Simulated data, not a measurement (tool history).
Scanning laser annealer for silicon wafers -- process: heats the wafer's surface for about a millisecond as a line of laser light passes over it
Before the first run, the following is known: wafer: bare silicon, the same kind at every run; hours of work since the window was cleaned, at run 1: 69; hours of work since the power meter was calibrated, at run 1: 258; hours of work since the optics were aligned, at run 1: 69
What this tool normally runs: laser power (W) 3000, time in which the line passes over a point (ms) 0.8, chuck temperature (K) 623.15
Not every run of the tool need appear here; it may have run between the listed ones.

run   hour  laser power (W)  time in which the line passes over a point (ms)  chuck temperature (K)  hours of work since the window was cleaned  hours of work since the power meter was calibrated  hours of work since the optics were aligned  highest temperature of the surface (K)
  1      0             3000                                              0.8                 623.15                                          69                                                 258                                           69                                 1397.15
  2   12.8             3000                                            0.629                 623.15                                          77                                                 266                                           77                                 1320.15
  3   27.4             3000                                              0.8                 643.15                                          86                                                 275                                           86                                 1419.15
  4   46.9             3000                                              0.8                 643.15                                          99                                                 288                                           99                                 1417.15
  5   63.3             3000                                              0.8                 643.15                                         109                                                 298                                          109                                 1416.15
  6   83.8             3000                                              0.8                 643.15                                         122                                                 311                                          122                                 1414.15
  7  104.9             3000                                              0.8                 643.15                                         136                                                 325                                          136                                 1414.15
  8  118.4             3000                                              0.8                 643.15                                         145                                                 334                                          145                                 1411.15
  9  133.9             3000                                              0.8                 623.15                                         155                                                 343                                          155                                 1390.15
 10  147.8             3000                                              0.8                 623.15                                         163                                                 352                                          163                                 1385.15
 11  161.6             3000                                              0.8                 623.15                                         172                                                 361                                          172                                 1388.15
 12  185.8             3000                                              0.8                 623.15                                         188                                                 377                                          188                                 1388.15
 13    199             2667                                              0.8                 623.15                                         196                                                 385                                          196                                 1272.15
 14  222.4             2667                                              0.8                 623.15                                         211                                                 400                                          211                                 1276.15
 15  237.7             2667                                              0.8                 623.15                                         221                                                 410                                          221                                 1273.15
 16  261.8             2667                                              0.8                 623.15                                         237                                                 426                                          237                                 1267.15
 17    280             2667                                              0.8                 623.15                                         248                                                 437                                          248                                 1267.15
 18  295.6             3000                                              0.8                 623.15                                         258                                                 447                                          258                                 1380.15
 19  313.4             3000                                              0.8                 623.15                                         270                                                 459                                          270                                 1378.15
 20  335.1             3000                                              0.8                 623.15                                         284                                                 473                                          284                                 1377.15
 21  360.2             2723                                            0.951                 653.15                                         300                                                 489                                          300                                 1365.15
 22  373.6             2723                                            0.951                 653.15                                         308                                                 497                                          308                                 1365.15
 23  388.9             2723                                            0.951                 653.15                                         318                                                 507                                          318                                 1366.15
 24  405.6             2649                                            0.585                 590.15                                         329                                                 518                                          329                                 1143.15
 25  419.5             2649                                            0.585                 590.15                                         338                                                 527                                          338                                 1139.15
 26  442.5             2856                                            0.635                 623.15                                         353                                                 541                                          353                                 1256.15
     446.1  -- window over the wafer cleaned
 27  466.5             2856                                            0.635                 623.15                                          13                                                 556                                          367                                 1246.15
 28  479.6             3020                                            0.635                 583.15                                          22                                                 564                                          375                                 1249.15
 29  492.9             3224                                            0.835                 631.15                                          30                                                 573                                          384                                 1455.15
 30  505.3             3224                                            0.835                 631.15                                          38                                                 580                                          392                                 1457.15
     517.5  -- window over the wafer cleaned, once more
 31  519.5             2585                                            0.668                 643.15                                           1                                                 588                                          399                                 1229.15
 32  539.6             2585                                            0.668                 643.15                                          14                                                 601                                          412                                 1225.15
 33    565             2960                                            0.625                 623.15                                          30                                                 618                                          429                                 1299.15
 34  583.5             3000                                            0.892                 623.15                                          42                                                 629                                          440                                 1428.15
 35  599.6             3000                                            0.892                 623.15                                          53                                                 640                                          451                                 1427.15
 36    614             2724                                            0.621                 623.15                                          62                                                 649                                          460                                 1220.15
 37  633.2             2617                                            0.621                 623.15                                          74                                                 661                                          472                                 1193.15
 38    659             2617                                            0.733                 623.15                                          91                                                 678                                          489                                 1233.15
 39    670             3000                                             0.95                 620.15                                          98                                                 685                                          496                                 1440.15
 40  687.4             3299                                              0.8                 623.15                                         109                                                 696                                          507                                 1491.15

Below are 4 alternative next runs, each starting from the tool's condition after run 40. Predict each:
  A   703             3089                                            0.842                 623.15                                         119                                                 706                                          517                                       ?
  B   703             2612                                            0.898                 625.15                                         119                                                 706                                          517                                       ?
  C   703             2682                                            0.602                 623.15                                         119                                                 706                                          517                                       ?
  D   703             3299                                            0.946                 600.15                                         119                                                 706                                          517                                       ?

run  highest temperature of the surface (K)
  A                                 1433.15
  B                                 1288.15
  C                                 1198.15
  D                                 1527.15
With no hidden state in the tool, these same runs would have given:
run  highest temperature of the surface (K)
  A                                 1464.15
  B                                 1313.15
  C                                 1221.15
  D                                 1563.15

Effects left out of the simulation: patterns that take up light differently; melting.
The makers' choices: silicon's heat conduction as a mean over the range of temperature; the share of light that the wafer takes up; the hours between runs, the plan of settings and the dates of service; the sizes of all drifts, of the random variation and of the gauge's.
